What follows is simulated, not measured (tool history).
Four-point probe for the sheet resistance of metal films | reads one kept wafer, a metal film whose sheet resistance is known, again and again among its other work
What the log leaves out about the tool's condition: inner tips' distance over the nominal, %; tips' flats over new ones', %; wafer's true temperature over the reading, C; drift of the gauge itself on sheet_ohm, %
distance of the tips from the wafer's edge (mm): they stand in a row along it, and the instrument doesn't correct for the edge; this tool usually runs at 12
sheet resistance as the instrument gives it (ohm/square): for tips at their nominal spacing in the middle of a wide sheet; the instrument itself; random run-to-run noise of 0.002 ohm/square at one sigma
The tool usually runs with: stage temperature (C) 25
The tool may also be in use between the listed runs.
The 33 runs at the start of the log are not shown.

run,hour,stage temperature (C),distance of the tips from the wafer's edge (mm),touches since the probe head was changed,hours of work since the stage's thermometer was calibrated,sheet resistance as the instrument gives it (ohm/square)
# hour 1014.8: stage's thermometer calibrated, once more
34,1016.3,19,10,28293,1,10.102614
35,1038.6,19,20,29702,19,10.094081
36,1056.2,19,58,30810,32,10.08551
37,1083.1,19,58,32511,54,10.08375
38,1106.4,22,30,33979,72,10.077521
39,1138.5,20,4,36006,97,10.161311
40,1156.9,22,3,37166,112,10.221476
41,1197.4,22,3,39722,143,10.218973
42,1223.7,33,11,41382,164,10.053186
43,1253.8,26,32,43279,188,10.057732

For run 44, what comes out?
44,1273.2,26,29,44502,203,?

Run 44 produced sheet resistance as the instrument gives it (ohm/square) 10.056045.
Take away the tool's hidden state, keep the run-to-run variation as it was, and the same run would have given sheet resistance as the instrument gives it (ohm/square) 10.137654.

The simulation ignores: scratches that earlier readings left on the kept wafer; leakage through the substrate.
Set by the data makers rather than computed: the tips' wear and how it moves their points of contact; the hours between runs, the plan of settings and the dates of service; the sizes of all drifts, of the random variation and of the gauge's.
